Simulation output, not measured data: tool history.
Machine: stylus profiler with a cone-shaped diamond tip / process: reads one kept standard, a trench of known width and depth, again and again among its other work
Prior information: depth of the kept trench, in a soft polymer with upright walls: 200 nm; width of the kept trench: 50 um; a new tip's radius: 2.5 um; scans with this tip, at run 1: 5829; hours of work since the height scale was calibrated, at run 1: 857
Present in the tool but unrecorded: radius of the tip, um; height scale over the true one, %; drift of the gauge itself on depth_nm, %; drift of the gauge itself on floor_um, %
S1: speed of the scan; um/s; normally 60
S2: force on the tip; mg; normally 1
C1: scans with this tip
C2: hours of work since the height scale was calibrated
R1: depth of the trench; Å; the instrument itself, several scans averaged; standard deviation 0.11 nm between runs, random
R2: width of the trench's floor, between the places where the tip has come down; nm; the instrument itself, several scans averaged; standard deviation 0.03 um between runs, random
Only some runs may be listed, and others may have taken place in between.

run   hour   S1    S2    C1    C2      R1     R2
  1      0   60     1  5829   857  2005.1  47790
  2   20.9   60     1  5924   871  2005.2  47690
  3   42.8   60     1  6024   886  2005.7  47690
  4   68.6   60     1  6141   903  2007.3  47740
  5   84.6   60     1  6213   914  2005.5  47720
  6  115.4   60     1  6353   934  2004.1  47760
  7    142   60  0.46  6474   952  2000.7  47610
  8  165.1   60  0.46  6579   967  2000.6  47670
  9  186.1   60  0.46  6674   981  2000.5  47580
 10  208.9   87     1  6778   997  2005.8  47620
 11  236.9   60  0.91  6905  1015  2003.1  47660
 12  266.9   60  0.91  7041  1035  2002.3  47690
 13  288.5   60  1.78  7139  1050  2010.6  47750
 14  319.4   60  0.68  7279  1070  2001.7  47670
 15  339.9   73     1  7372  1084  2006.6  47630
 16  366.8   73     1  7494  1102  2002.3  47730
 17    398   20   1.3  7636  1123  2005.2  47820
 18  413.2   56  0.52  7705  1133  1999.7  47660
 19  437.6   56  0.52  7816  1149  1999.7  47630
 20  455.6   58  1.15  7898  1161  2005.3  47670
 21  486.3  147  0.39  8037  1182  1999.9  47160
 22  503.6   73     1  8115  1193  2003.9  47660
 23  524.3  218  0.36  8209  1207  1998.3  46790
 24  555.4  218   0.6  8350  1228  2001.1  47030
 25  588.1  218   0.6  8499  1250  2000.8  46990
 26    618  218   0.6  8635  1270    2001  47030
 27  640.1   31  1.06  8735  1285  2004.2  47770
 28  654.4  177  1.94  8800  1294  2009.5  47480
 29  669.1   65   0.9  8867  1304  2002.8  47690
 30  702.5  183  2.48  9018  1326  2014.2  47490

Table of differences, measured result less the result of that run with no hidden state. Run-to-run variation is the same in both. Gauge scatter possibly is not:
run    R1    R2
  1  -5.4  -120
  2  -5.5  -120
  3  -5.6  -120
  4  -5.8  -130
  5  -5.8  -130
  6    -6  -140
  7  -6.1  -140
  8  -6.2  -130
  9  -6.2  -140
 10  -6.4  -140
 11  -6.5  -140
 12  -6.6  -150
 13  -6.7  -150
 14  -6.8  -150
 15    -7  -160
 16  -7.1  -160
 17  -7.2  -160
 18  -7.3  -170
 19  -7.4  -170
 20  -7.5  -170
 21  -7.6  -170
 22  -7.7  -170
 23  -7.7  -180
 24  -7.9  -190
 25    -8  -190
 26  -8.1  -190
 27  -8.3  -190
 28  -8.4  -190
 29  -8.4  -190
 30  -8.6  -190
